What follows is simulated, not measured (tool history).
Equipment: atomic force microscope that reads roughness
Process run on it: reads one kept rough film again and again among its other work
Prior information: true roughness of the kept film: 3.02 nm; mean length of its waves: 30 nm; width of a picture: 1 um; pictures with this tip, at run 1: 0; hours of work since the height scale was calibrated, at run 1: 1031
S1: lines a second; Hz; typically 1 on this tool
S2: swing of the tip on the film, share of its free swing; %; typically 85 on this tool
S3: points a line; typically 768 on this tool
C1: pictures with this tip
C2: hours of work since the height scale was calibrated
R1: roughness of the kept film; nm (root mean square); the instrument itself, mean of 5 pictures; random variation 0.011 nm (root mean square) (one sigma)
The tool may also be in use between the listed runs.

run     day    S1  S2   S3   C1    C2     R1
  1       0     1  85  768    0  1031  2.477
  2   3.158     1  84  768   88  1073  2.341
  3   6.629     1  84  654  185  1119  2.199
  4   9.542     1  85  768  266  1157  2.097
      10.55  -- height scale calibrated on a step standard
  5  12.033     1  85  768  335    20   1.99
     14.121  -- new tip fitted
  6  14.179  2.27  85  768    1    48  2.219
  7  17.062  1.35  85  768   82    86  2.239
  8  19.075  2.96  88  420  138   112  1.871
  9  20.975     1  85  455  191   137  2.142
 10  22.862  1.62  57  768  244   162  2.209
 11  24.608  1.82  68  521  293   185  2.064
 12  27.812  1.82  68  521  382   228  1.978
     28.392  -- new tip fitted
 13  31.221  2.21  86  290   79   272  2.072
 14  34.367  2.21  86  290  167   314  1.952

Alternative continuations, all from the tool just after run 14; predict every row:
  A  37.412  1.15  62  904  252  354   ?
  B  37.412     1  85  336  252  354   ?
  C  37.412   1.7  81  290  252  354   ?

run     R1
  A  2.194
  B  2.057
  C   1.99
Stripped of hidden state, with their random variation kept, the same runs would have yielded:
run     R1
  A  2.581
  B  2.419
  C   2.34
